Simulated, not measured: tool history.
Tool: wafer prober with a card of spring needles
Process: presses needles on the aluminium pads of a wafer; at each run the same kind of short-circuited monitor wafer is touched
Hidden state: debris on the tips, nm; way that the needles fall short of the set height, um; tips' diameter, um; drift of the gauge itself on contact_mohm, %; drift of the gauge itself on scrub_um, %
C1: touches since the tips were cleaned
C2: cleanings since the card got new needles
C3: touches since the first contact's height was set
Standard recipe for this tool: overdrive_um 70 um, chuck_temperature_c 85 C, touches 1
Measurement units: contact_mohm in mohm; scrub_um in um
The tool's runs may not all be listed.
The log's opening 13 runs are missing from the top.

-- day=10.275 tips cleaned on abrasive film
run 14 day=10.808 | overdrive_um=62 chuck_temperature_c=85 touches=1 | C1=5375 C2=39 C3=58951 | contact_mohm=231 scrub_um=7.93
-- day=10.862 tips cleaned on abrasive film
-- day=11.446 tips cleaned on abrasive film
run 15 day=11.775 | overdrive_um=70 chuck_temperature_c=43 touches=1 | C1=3309 C2=41 C3=68556 | contact_mohm=219 scrub_um=8.96
-- day=12.033 tips cleaned on abrasive film
-- day=12.612 tips cleaned on abrasive film
run 16 day=12.792 | overdrive_um=70 chuck_temperature_c=43 touches=1 | C1=1808 C2=43 C3=78704 | contact_mohm=219 scrub_um=8.97
-- day=13.233 tips cleaned on abrasive film
run 17 day=13.321 | overdrive_um=70 chuck_temperature_c=43 touches=1 | C1=864 C2=44 C3=83946 | contact_mohm=217 scrub_um=8.91
-- day=13.775 tips cleaned on abrasive film
-- day=14.012 height of the first contact set anew
-- day=14.375 tips cleaned on abrasive film
run 18 day=14.388 | overdrive_um=59 chuck_temperature_c=33 touches=2 | C1=123 C2=46 C3=3739 | contact_mohm=219 scrub_um=7.55
-- day=14.925 tips cleaned on abrasive film
run 19 day=14.925 | overdrive_um=59 chuck_temperature_c=32 touches=2 | C1=0 C2=47 C3=9114 | contact_mohm=217 scrub_um=7.55
-- day=15.496 tips cleaned on abrasive film
run 20 day=15.612 | overdrive_um=59 chuck_temperature_c=32 touches=2 | C1=1152 C2=48 C3=15942 | contact_mohm=214 scrub_um=7.5
-- day=16.067 tips cleaned on abrasive film
run 21 day=16.408 | overdrive_um=70 chuck_temperature_c=85 touches=3 | C1=3440 C2=49 C3=23920 | contact_mohm=226 scrub_um=8.93
-- day=16.621 tips cleaned on abrasive film
-- day=17.179 tips cleaned on abrasive film
run 22 day=17.229 | overdrive_um=62 chuck_temperature_c=73 touches=2 | C1=473 C2=51 C3=32060 | contact_mohm=224 scrub_um=7.91
-- day=17.779 tips cleaned on abrasive film
run 23 day=17.833 | overdrive_um=70 chuck_temperature_c=113 touches=1 | C1=542 C2=52 C3=38093 | contact_mohm=235 scrub_um=8.88
-- day=18.354 tips cleaned on abrasive film
run 24 day=18.508 | overdrive_um=58 chuck_temperature_c=107 touches=2 | C1=1522 C2=53 C3=44811 | contact_mohm=238 scrub_um=7.37
-- day=18.575 gauge calibrated
-- day=18.967 tips cleaned on abrasive film
run 25 day=19.504 | overdrive_um=79 chuck_temperature_c=57 touches=3 | C1=5395 C2=54 C3=54775 | contact_mohm=222 scrub_um=10.2
-- day=19.588 tips cleaned on abrasive film
-- day=20.171 tips cleaned on abrasive film
run 26 day=20.212 | overdrive_um=50 chuck_temperature_c=84 touches=2 | C1=419 C2=56 C3=61822 | contact_mohm=228 scrub_um=6.45
-- day=20.783 tips cleaned on abrasive film
run 27 day=21.296 | overdrive_um=50 chuck_temperature_c=63 touches=1 | C1=5144 C2=57 C3=72662 | contact_mohm=225 scrub_um=6.42
-- day=21.354 tips cleaned on abrasive film
run 28 day=21.833 | overdrive_um=80 chuck_temperature_c=85 touches=2 | C1=4809 C2=58 C3=78005 | contact_mohm=227 scrub_um=10.3
-- day=21.912 tips cleaned on abrasive film
-- day=22.508 tips cleaned on abrasive film
run 29 day=22.938 | overdrive_um=72 chuck_temperature_c=118 touches=2 | C1=4285 C2=60 C3=89005 | contact_mohm=236 scrub_um=9.25
-- day=23.112 tips cleaned on abrasive film
-- day=23.125 height of the first contact set anew
-- day=23.738 tips cleaned on abrasive film
run 30 day=23.762 | overdrive_um=72 chuck_temperature_c=118 touches=2 | C1=283 C2=62 C3=6352 | contact_mohm=234 scrub_um=9.25
-- day=24.358 tips cleaned on abrasive film
run 31 day=24.546 | overdrive_um=72 chuck_temperature_c=118 touches=2 | C1=1905 C2=63 C3=14171 | contact_mohm=239 scrub_um=9.22
-- day=24.921 tips cleaned on abrasive film
-- day=25.525 tips cleaned on abrasive film
run 32 day=25.55 | overdrive_um=81 chuck_temperature_c=26 touches=2 | C1=253 C2=65 C3=24167 | contact_mohm=211 scrub_um=10.37

Below are 3 alternative next runs, each starting from the tool's condition after run 32. Predict each:
-- day=26.075 tips cleaned on abrasive film
-- day=26.658 tips cleaned on abrasive film
run A day=26.662 | overdrive_um=63 chuck_temperature_c=85 touches=1 | C1=5 C2=67 C3=35230 | contact_mohm=? scrub_um=?
-- day=26.075 tips cleaned on abrasive film
-- day=26.658 tips cleaned on abrasive film
run B day=26.662 | overdrive_um=79 chuck_temperature_c=26 touches=2 | C1=5 C2=67 C3=35230 | contact_mohm=? scrub_um=?
-- day=26.075 tips cleaned on abrasive film
-- day=26.658 tips cleaned on abrasive film
run C day=26.662 | overdrive_um=61 chuck_temperature_c=65 touches=2 | C1=5 C2=67 C3=35230 | contact_mohm=? scrub_um=?

run=A contact_mohm=229 scrub_um=8.11
run=B contact_mohm=213 scrub_um=10.12
run=C contact_mohm=225 scrub_um=7.81
Stripped of hidden state, with their random variation kept, the same runs would have yielded:
run=A contact_mohm=229 scrub_um=8.17
run=B contact_mohm=213 scrub_um=10.2
run=C contact_mohm=224 scrub_um=7.87
